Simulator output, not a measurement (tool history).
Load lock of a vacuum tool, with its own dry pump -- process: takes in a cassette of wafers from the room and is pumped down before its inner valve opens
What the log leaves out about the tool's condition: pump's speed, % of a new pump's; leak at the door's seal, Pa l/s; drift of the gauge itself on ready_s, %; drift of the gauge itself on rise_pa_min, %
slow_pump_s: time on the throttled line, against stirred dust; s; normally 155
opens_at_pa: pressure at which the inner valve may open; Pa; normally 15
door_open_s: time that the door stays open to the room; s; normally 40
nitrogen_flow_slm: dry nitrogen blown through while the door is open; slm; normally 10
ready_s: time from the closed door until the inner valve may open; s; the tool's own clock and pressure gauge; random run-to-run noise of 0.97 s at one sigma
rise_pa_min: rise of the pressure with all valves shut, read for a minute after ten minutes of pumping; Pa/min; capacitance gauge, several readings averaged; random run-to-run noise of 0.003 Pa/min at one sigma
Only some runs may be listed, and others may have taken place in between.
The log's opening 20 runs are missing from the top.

run	hour	slow_pump_s	opens_at_pa	door_open_s	nitrogen_flow_slm	hours that the pump has run since its overhaul	times that the door has closed on its seal	incoming humidity of the room's air, %	ready_s	rise_pa_min
21	2126.7	102	15	188	9	12562	6137	47.9	193.6	0.078
22	2262.1	102	15	188	9	12698	6278	47.8	192.6	0.083
23	2328.5	221	15	188	9	12764	6347	46	292.8	0.071
24	2473.4	123	15	48	10	12909	6497	43	210	0.051
25	2545.8	123	15	48	10	12981	6573	42.2	212	0.05
26	2624.1	155	14	88	11	13060	6654	47.6	241.3	0.064
27	2782.5	217	25	31	25	13218	6819	45.6	285.4	0.047
28	2865.7	87	18	118	23	13301	6906	44.1	179.6	0.052
29	2979.4	148	18	223	23	13415	7024	41	232.1	0.067
30	3138.1	155	15	40	25	13574	7189	44	240.8	0.046
31	3238.4	133	16	186	27	13674	7293	41.8	221.8	0.059
32	3362.9	133	16	186	27	13799	7423	43.2	220.4	0.062
33	3485	124	20	42	11	13921	7550	47.2	211.6	0.059
34	3632.6	124	20	42	11	14068	7703	43.4	211.9	0.053
35	3743	126	22	59	10	14179	7818	47	212.2	0.065
36	3818	155	15	130	21	14254	7896	45.4	240.3	0.062

Alternative continuations, all from the tool just after run 36; predict every row:
A	3965.7	155	15	40	6	14401	8050	43.5	?	?
B	3965.7	230	18	40	10	14401	8050	43.2	?	?
C	3965.7	154	15	130	21	14401	8050	46.4	?	?
D	3965.7	230	15	130	21	14401	8050	43.9	?	?

run	ready_s	rise_pa_min
A	242.4	0.063
B	302.2	0.054
C	244	0.06
D	306.6	0.065
Stripped of hidden state, with their random variation kept, the same runs would have yielded:
run	ready_s	rise_pa_min
A	222.1	0.045
B	285.1	0.035
C	223.3	0.042
D	288.7	0.046
